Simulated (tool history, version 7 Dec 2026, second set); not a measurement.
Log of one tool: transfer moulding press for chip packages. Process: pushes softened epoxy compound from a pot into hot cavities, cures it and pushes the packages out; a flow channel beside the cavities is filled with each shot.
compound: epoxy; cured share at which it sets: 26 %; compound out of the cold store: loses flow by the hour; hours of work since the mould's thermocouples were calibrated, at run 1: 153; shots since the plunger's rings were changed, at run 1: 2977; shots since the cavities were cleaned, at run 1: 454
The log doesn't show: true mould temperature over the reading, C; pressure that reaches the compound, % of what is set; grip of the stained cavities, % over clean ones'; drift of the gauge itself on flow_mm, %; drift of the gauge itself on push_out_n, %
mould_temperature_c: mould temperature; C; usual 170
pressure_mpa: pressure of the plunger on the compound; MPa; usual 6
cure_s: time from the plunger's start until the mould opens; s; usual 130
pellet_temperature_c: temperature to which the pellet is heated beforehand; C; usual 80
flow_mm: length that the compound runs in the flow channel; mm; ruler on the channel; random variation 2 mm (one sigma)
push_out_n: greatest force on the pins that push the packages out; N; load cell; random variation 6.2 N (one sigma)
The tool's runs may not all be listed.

| run | hour | mould_temperature_c | pressure_mpa | cure_s | pellet_temperature_c | hours of work since the mould's thermocouples were calibrated | shots since the plunger's rings were changed | shots since the cavities were cleaned | incoming compound's hours out of the cold store | flow_mm | push_out_n |
|---|---|---|---|---|---|---|---|---|---|---|---|
| 1 | 0 | 170 | 6 | 130 | 80 | 153 | 2977 | 454 | 31 | 542 | 434 |
|  | 43.3 | cavities cleaned with cleaning compound and waxed |
| 2 | 81.9 | 170 | 6 | 130 | 80 | 217 | 3932 | 458 | 28.3 | 542 | 412 |
|  | 126.7 | cavities cleaned with cleaning compound and waxed |
| 3 | 155 | 170 | 6 | 130 | 81 | 274 | 4785 | 337 | 39.8 | 506 | 386 |
|  | 189.7 | plunger's sealing rings changed |
|  | 212.5 | cavities cleaned with cleaning compound and waxed |
| 4 | 212.5 | 170 | 6 | 130 | 81 | 316 | 253 | 0 | 28.9 | 575 | 239 |
|  | 295.2 | cavities cleaned with cleaning compound and waxed |
| 5 | 296.7 | 170 | 6 | 130 | 81 | 382 | 1236 | 17 | 45 | 521 | 248 |
|  | 374.1 | cavities cleaned with cleaning compound and waxed |
| 6 | 374.1 | 170 | 6 | 150 | 80 | 442 | 2138 | 0 | 45 | 519 | 224 |
| 7 | 425.3 | 170 | 6 | 150 | 80 | 483 | 2748 | 610 | 23.9 | 566 | 428 |
|  | 455.2 | cavities cleaned with cleaning compound and waxed |
| 8 | 474.7 | 170 | 6 | 150 | 80 | 521 | 3316 | 232 | 19.6 | 577 | 321 |
|  | 535.4 | cavities cleaned with cleaning compound and waxed |
| 9 | 539.5 | 170 | 6 | 150 | 80 | 571 | 4069 | 49 | 21.8 | 562 | 253 |
|  | 618.9 | cavities cleaned with cleaning compound and waxed |
|  | 641.7 | plunger's sealing rings changed |
| 10 | 645.1 | 170 | 6 | 150 | 80 | 652 | 41 | 282 | 8.8 | 645 | 360 |
| 11 | 693 | 170 | 6 | 150 | 80 | 690 | 610 | 851 | 27.5 | 580 | 466 |
|  | 700.9 | cavities cleaned with cleaning compound and waxed |
|  | 734.5 | mould's thermocouples calibrated |
| 12 | 746.6 | 170 | 6 | 150 | 80 | 10 | 1206 | 519 | 42.6 | 527 | 406 |
|  | 783.4 | cavities cleaned with cleaning compound and waxed |
| 13 | 834 | 170 | 6 | 150 | 80 | 78 | 2227 | 601 | 19.9 | 582 | 413 |
|  | 869.3 | cavities cleaned with cleaning compound and waxed |
| 14 | 917.7 | 170 | 6 | 150 | 80 | 143 | 3205 | 576 | 44.3 | 507 | 439 |
|  | 949.2 | cavities cleaned with cleaning compound and waxed |
| 15 | 1010.9 | 170 | 6 | 150 | 80 | 216 | 4294 | 732 | 31.8 | 532 | 448 |
|  | 1030.6 | cavities cleaned with cleaning compound and waxed |
| 16 | 1061.8 | 170 | 6 | 150 | 80 | 255 | 4882 | 371 | 47.4 | 489 | 373 |
|  | 1088.6 | plunger's sealing rings changed |
|  | 1114 | cavities cleaned with cleaning compound and waxed |
| 17 | 1145.6 | 170 | 6 | 150 | 80 | 319 | 660 | 375 | 9.8 | 634 | 370 |
|  | 1195.7 | cavities cleaned with cleaning compound and waxed |
| 18 | 1210.1 | 164 | 6.06 | 118 | 84 | 369 | 1410 | 172 | 35.2 | 560 | 498 |
| 19 | 1258.8 | 164 | 6.06 | 118 | 84 | 408 | 1988 | 750 | 44.7 | 527 | 698 |
|  | 1274.7 | cavities cleaned with cleaning compound and waxed |
| 20 | 1351.5 | 173 | 6 | 130 | 77 | 480 | 3073 | 913 | 14.2 | 588 | 461 |
|  | 1362.4 | cavities cleaned with cleaning compound and waxed |
| 21 | 1412.2 | 164 | 4.53 | 131 | 80 | 527 | 3776 | 591 | 35 | 469 | 564 |
|  | 1443.1 | cavities cleaned with cleaning compound and waxed |
| 22 | 1483.7 | 170 | 6.58 | 111 | 80 | 583 | 4609 | 484 | 19.4 | 592 | 561 |
|  | 1522.2 | cavities cleaned with cleaning compound and waxed |
|  | 1536.7 | plunger's sealing rings changed |
| 23 | 1548.6 | 177 | 5.81 | 158 | 76 | 631 | 141 | 283 | 47.5 | 511 | 336 |
|  | 1605.3 | cavities cleaned with cleaning compound and waxed |
| 24 | 1642.9 | 177 | 5.81 | 158 | 76 | 705 | 1245 | 447 | 20.7 | 576 | 388 |
|  | 1667.9 | mould's thermocouples calibrated |
|  | 1688.2 | cavities cleaned with cleaning compound and waxed |
| 25 | 1690.2 | 170 | 6 | 134 | 80 | 17 | 1766 | 25 | 46.2 | 514 | 255 |

Forecast each of these 4 alternatives for the next run:
| A | 1739 | 170 | 5.14 | 169 | 80 | 55 | 2345 | 604 | 20.4 | ? | ? |
| B | 1739 | 164 | 4.8 | 134 | 80 | 55 | 2345 | 604 | 16.5 | ? | ? |
| C | 1739 | 170 | 6 | 130 | 75 | 55 | 2345 | 604 | 38.1 | ? | ? |
| D | 1739 | 165 | 5.54 | 130 | 75 | 55 | 2345 | 604 | 33.3 | ? | ? |

| run | flow_mm | push_out_n |
|---|---|---|
| A | 542 | 406 |
| B | 541 | 553 |
| C | 535 | 453 |
| D | 534 | 555 |
Without the tool's hidden state the same runs would have given:
| run | flow_mm | push_out_n |
|---|---|---|
| A | 562 | 216 |
| B | 561 | 292 |
| C | 555 | 238 |
| D | 554 | 294 |

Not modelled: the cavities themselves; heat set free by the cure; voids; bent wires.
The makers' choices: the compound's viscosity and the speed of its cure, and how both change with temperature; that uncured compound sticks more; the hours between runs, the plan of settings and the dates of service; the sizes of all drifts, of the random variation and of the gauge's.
